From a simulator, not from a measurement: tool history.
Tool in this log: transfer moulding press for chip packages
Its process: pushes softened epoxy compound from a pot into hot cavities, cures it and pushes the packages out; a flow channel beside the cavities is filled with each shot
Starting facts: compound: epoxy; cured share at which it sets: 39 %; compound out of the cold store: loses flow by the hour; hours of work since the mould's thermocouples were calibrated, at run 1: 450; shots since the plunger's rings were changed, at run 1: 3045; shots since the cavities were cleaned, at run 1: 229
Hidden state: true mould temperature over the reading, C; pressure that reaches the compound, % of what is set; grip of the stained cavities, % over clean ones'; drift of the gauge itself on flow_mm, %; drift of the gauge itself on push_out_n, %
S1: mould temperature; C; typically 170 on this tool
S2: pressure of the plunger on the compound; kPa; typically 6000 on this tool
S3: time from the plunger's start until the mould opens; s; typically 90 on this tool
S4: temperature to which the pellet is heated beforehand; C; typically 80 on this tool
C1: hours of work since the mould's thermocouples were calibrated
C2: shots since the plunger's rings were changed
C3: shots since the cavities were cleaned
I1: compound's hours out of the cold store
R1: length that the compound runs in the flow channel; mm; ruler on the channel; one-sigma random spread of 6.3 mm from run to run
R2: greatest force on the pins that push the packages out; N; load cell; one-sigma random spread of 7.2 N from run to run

| run | day | S1 | S2 | S3 | S4 | C1 | C2 | C3 | I1 | R1 | R2 |
|---|---|---|---|---|---|---|---|---|---|---|---|
| 1 | 0 | 170 | 6000 | 90 | 80 | 450 | 3045 | 229 | 8.2 | 962 | 370 |
|  | 1.712 | cavities cleaned with cleaning compound and waxed |
| 2 | 1.712 | 170 | 6000 | 90 | 80 | 468 | 3371 | 0 | 33.6 | 848 | 289 |
|  | 2.088 | plunger's sealing rings changed |
|  | 3.629 | mould's thermocouples calibrated |
| 3 | 3.792 | 170 | 6000 | 90 | 81 | 2 | 320 | 374 | 22.5 | 944 | 412 |
|  | 4.692 | cavities cleaned with cleaning compound and waxed |
| 4 | 5.504 | 170 | 6000 | 90 | 81 | 20 | 647 | 161 | 36.3 | 880 | 355 |
| 5 | 6.638 | 170 | 6000 | 90 | 81 | 32 | 871 | 385 | 38.8 | 860 | 423 |
|  | 7.488 | cavities cleaned with cleaning compound and waxed |
| 6 | 8.671 | 170 | 6000 | 90 | 80 | 54 | 1261 | 234 | 8.9 | 981 | 409 |
|  | 10.267 | cavities cleaned with cleaning compound and waxed |
| 7 | 10.475 | 170 | 6000 | 90 | 80 | 73 | 1605 | 40 | 30.7 | 874 | 305 |
| 8 | 11.625 | 170 | 6000 | 90 | 80 | 85 | 1833 | 268 | 18.4 | 940 | 386 |
|  | 13.112 | cavities cleaned with cleaning compound and waxed |
| 9 | 13.438 | 170 | 6000 | 90 | 80 | 105 | 2180 | 65 | 19.2 | 922 | 321 |
| 10 | 15.167 | 170 | 6000 | 90 | 80 | 123 | 2521 | 406 | 39.5 | 836 | 414 |
|  | 15.908 | cavities cleaned with cleaning compound and waxed |
| 11 | 16.279 | 170 | 6000 | 90 | 80 | 135 | 2729 | 73 | 8.3 | 957 | 327 |
| 12 | 17.533 | 170 | 6000 | 90 | 80 | 149 | 2977 | 321 | 28.6 | 880 | 384 |
| 13 | 18.546 | 170 | 6000 | 90 | 80 | 160 | 3177 | 521 | 14.5 | 921 | 464 |
|  | 18.712 | cavities cleaned with cleaning compound and waxed |
|  | 20.017 | plunger's sealing rings changed |
| 14 | 20.225 | 173 | 6000 | 90 | 80 | 176 | 41 | 279 | 28.5 | 907 | 330 |
|  | 21.596 | cavities cleaned with cleaning compound and waxed |
| 15 | 21.846 | 176 | 6000 | 102 | 87 | 193 | 349 | 49 | 45.3 | 837 | 243 |
| 16 | 23.317 | 176 | 6000 | 119 | 87 | 209 | 640 | 340 | 19.5 | 929 | 318 |
|  | 24.408 | cavities cleaned with cleaning compound and waxed |
| 17 | 25.229 | 170 | 6000 | 88 | 83 | 230 | 1007 | 163 | 39.2 | 858 | 363 |

Run 18, settings as shown, results not yet in. Your forecast:
| 18 | 26.075 | 173 | 6730 | 75 | 83 | 239 | 1174 | 330 | 36.3 | ? | ? |

{"run 18": {"R1": 909, "R2": 475}}
With the hidden condition absent and the run-to-run variation left alone, this run would have shown R1 927 mm, R2 357 N.
